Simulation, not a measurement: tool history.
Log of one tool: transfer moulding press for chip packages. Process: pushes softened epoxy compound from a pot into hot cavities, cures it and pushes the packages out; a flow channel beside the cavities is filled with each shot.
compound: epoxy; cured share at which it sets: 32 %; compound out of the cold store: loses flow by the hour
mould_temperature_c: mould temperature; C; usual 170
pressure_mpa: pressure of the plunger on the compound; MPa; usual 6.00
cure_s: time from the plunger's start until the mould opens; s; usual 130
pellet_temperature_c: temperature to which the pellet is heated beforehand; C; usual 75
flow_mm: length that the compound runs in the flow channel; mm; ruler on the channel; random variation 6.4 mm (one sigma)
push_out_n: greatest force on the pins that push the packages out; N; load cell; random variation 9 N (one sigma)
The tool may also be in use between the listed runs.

run,day,mould_temperature_c,pressure_mpa,cure_s,pellet_temperature_c,incoming compound's hours out of the cold store,flow_mm,push_out_n
1,0.000,170,6.00,130,75,40.8,640,592
# day 0.475: cavities cleaned with cleaning compound and waxed
2,0.950,170,6.00,130,75,17.1,745,468
3,1.425,170,5.17,130,75,8.9,707,512
4,1.854,170,6.00,130,75,23.0,703,527
5,2.638,170,6.00,130,75,31.4,671,574
# day 3.071: cavities cleaned with cleaning compound and waxed
6,3.612,170,6.00,130,75,44.0,626,458
7,3.983,170,6.27,130,75,18.9,733,497
8,4.583,170,6.00,130,75,32.1,666,545
9,5.188,170,6.00,159,75,10.8,739,533
# day 5.721: cavities cleaned with cleaning compound and waxed
10,5.838,170,6.00,159,75,27.8,681,379
11,6.742,170,6.00,130,75,24.3,694,492
12,7.517,170,6.00,130,75,25.1,678,564
# day 8.354: cavities cleaned with cleaning compound and waxed
13,8.450,170,6.00,130,75,45.8,606,400
14,8.983,170,6.00,130,75,16.9,717,474
15,9.667,169,5.74,132,75,45.5,609,527
16,10.321,169,7.33,132,70,43.1,699,572
17,10.708,170,6.00,135,75,18.5,706,591
# day 11.025: cavities cleaned with cleaning compound and waxed
18,11.583,170,6.00,135,75,27.1,667,464
19,12.404,170,6.00,135,75,44.4,610,520
20,12.862,175,6.00,130,75,38.1,601,507
21,13.254,175,6.00,130,75,16.4,676,550
# day 13.629: cavities cleaned with cleaning compound and waxed
22,14.221,170,6.02,130,68,22.8,685,467
23,14.858,176,6.00,129,79,16.9,680,490
24,15.692,170,4.67,116,75,10.1,638,667
# day 16.254: cavities cleaned with cleaning compound and waxed
25,16.254,170,4.67,116,75,12.0,625,452
26,17.138,175,7.15,126,80,32.5,678,459
27,17.617,175,7.15,126,80,14.5,756,495
28,18.188,175,7.15,126,80,10.6,769,539

Forecast each of these 3 alternatives for the next run:
A,18.696,170,6.00,130,66,30.0,?,?
B,18.696,165,6.19,130,75,30.1,?,?
C,18.696,165,6.00,130,75,14.6,?,?

run,flow_mm,push_out_n
A,647,605
B,676,721
C,730,798
Without the tool's hidden state the same runs would have given:
run,flow_mm,push_out_n
A,697,414
B,728,508
C,786,564
